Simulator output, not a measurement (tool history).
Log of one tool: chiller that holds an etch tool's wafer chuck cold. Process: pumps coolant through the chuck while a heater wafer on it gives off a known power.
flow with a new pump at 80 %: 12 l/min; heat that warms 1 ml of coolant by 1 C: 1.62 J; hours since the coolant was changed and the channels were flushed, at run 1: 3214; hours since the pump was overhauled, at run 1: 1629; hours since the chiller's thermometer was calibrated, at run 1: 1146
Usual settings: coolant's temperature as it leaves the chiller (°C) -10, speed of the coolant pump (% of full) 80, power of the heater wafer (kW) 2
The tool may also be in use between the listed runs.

| run | day | coolant's temperature as it leaves the chiller (°C) | speed of the coolant pump (% of full) | power of the heater wafer (kW) | hours since the coolant was changed and the channels were flushed | hours since the pump was overhauled | hours since the chiller's thermometer was calibrated | chuck's temperature once it has settled (°C) | how much warmer the coolant comes back (C) |
|---|---|---|---|---|---|---|---|---|---|
| 1 | 0 | -10 | 80 | 2 | 3214 | 1629 | 1146 | 5.8 | 6.46 |
| 2 | 0.754 | -10 | 80 | 2 | 3232 | 1647 | 1165 | 5.7 | 6.41 |
|  | 2.158 | coolant changed, channels flushed |
| 3 | 2.192 | -10 | 66 | 2 | 1 | 1675 | 1193 | 7.6 | 7.84 |
| 4 | 3.35 | -10 | 66 | 2 | 29 | 1703 | 1221 | 7.5 | 7.95 |
| 5 | 4.454 | -10 | 79 | 2 | 55 | 1730 | 1247 | 4.9 | 6.56 |
| 6 | 5.425 | -10 | 82 | 2 | 78 | 1753 | 1271 | 4.7 | 6.3 |
| 7 | 6.108 | -10 | 80 | 2 | 95 | 1769 | 1287 | 5 | 6.48 |
| 8 | 7.375 | -10 | 80 | 2 | 125 | 1800 | 1317 | 5 | 6.41 |
| 9 | 8.108 | -10 | 80 | 2 | 143 | 1817 | 1335 | 4.9 | 6.44 |
| 10 | 9.054 | -10 | 80 | 2 | 165 | 1840 | 1358 | 4.9 | 6.43 |
| 11 | 9.854 | -10 | 80 | 2 | 185 | 1859 | 1377 | 4.8 | 6.46 |
| 12 | 10.742 | -10 | 80 | 2.596 | 206 | 1881 | 1398 | 9.3 | 8.46 |
| 13 | 11.671 | -10 | 80 | 2.596 | 228 | 1903 | 1421 | 9.5 | 8.38 |
| 14 | 12.371 | -10 | 80 | 2.596 | 245 | 1920 | 1437 | 9.2 | 8.38 |
| 15 | 13.104 | -10 | 98 | 2.596 | 263 | 1937 | 1455 | 6.3 | 6.75 |
| 16 | 14.317 | -10 | 91 | 2 | 292 | 1966 | 1484 | 3.5 | 5.58 |
| 17 | 15.2 | -5 | 98 | 1.437 | 313 | 1988 | 1505 | 4.2 | 3.74 |
| 18 | 16.225 | -14 | 98 | 1.437 | 338 | 2012 | 1530 | -4.8 | 3.7 |
| 19 | 17.467 | -13 | 83 | 2 | 367 | 2042 | 1560 | 1.6 | 6.21 |
| 20 | 18.271 | -3 | 74 | 1.38 | 387 | 2061 | 1579 | 8.2 | 4.85 |
| 21 | 18.9 | -3 | 74 | 1.38 | 402 | 2076 | 1594 | 8.2 | 4.82 |
| 22 | 20.096 | -3 | 74 | 1.38 | 430 | 2105 | 1623 | 8.3 | 4.85 |
| 23 | 21.1 | 0 | 69 | 1.564 | 455 | 2129 | 1647 | 13.5 | 5.92 |
| 24 | 22.204 | -3 | 97 | 1.206 | 481 | 2156 | 1673 | 4.7 | 3.21 |
| 25 | 22.85 | -2 | 66 | 2.024 | 497 | 2171 | 1689 | 15.8 | 8.03 |
| 26 | 23.975 | -2 | 68 | 2.024 | 524 | 2198 | 1716 | 15.6 | 7.76 |
| 27 | 24.721 | -19 | 93 | 1.241 | 541 | 2216 | 1734 | -10.6 | 3.43 |
| 28 | 25.588 | -12 | 68 | 2.336 | 562 | 2237 | 1755 | 8.5 | 9.01 |
| 29 | 26.754 | -13 | 70 | 2.336 | 590 | 2265 | 1782 | 7 | 8.81 |
| 30 | 27.383 | -15 | 80 | 2.16 | 605 | 2280 | 1798 | 1.3 | 6.94 |
| 31 | 28.638 | -15 | 89 | 2.16 | 635 | 2310 | 1828 | 0 | 6.22 |
| 32 | 29.346 | -4 | 80 | 1.883 | 652 | 2327 | 1845 | 10.4 | 6.09 |

Forecast each of these 4 alternatives for the next run:
| A | 30.479 | -5 | 80 | 1.883 | 680 | 2354 | 1872 | ? | ? |
| B | 30.479 | -14 | 74 | 1.442 | 680 | 2354 | 1872 | ? | ? |
| C | 30.479 | -6 | 80 | 2 | 680 | 2354 | 1872 | ? | ? |
| D | 30.479 | -4 | 81 | 2.673 | 680 | 2354 | 1872 | ? | ? |

| run | chuck's temperature once it has settled (°C) | how much warmer the coolant comes back (C) |
|---|---|---|
| A | 9.5 | 6.04 |
| B | -2 | 5.12 |
| C | 9.4 | 6.56 |
| D | 16 | 8.61 |
Without the tool's hidden state the same runs would have given:
| run | chuck's temperature once it has settled (°C) | how much warmer the coolant comes back (C) |
|---|---|---|
| A | 8.3 | 5.73 |
| B | -3 | 4.86 |
| C | 8.2 | 6.23 |
| D | 14.6 | 8.18 |
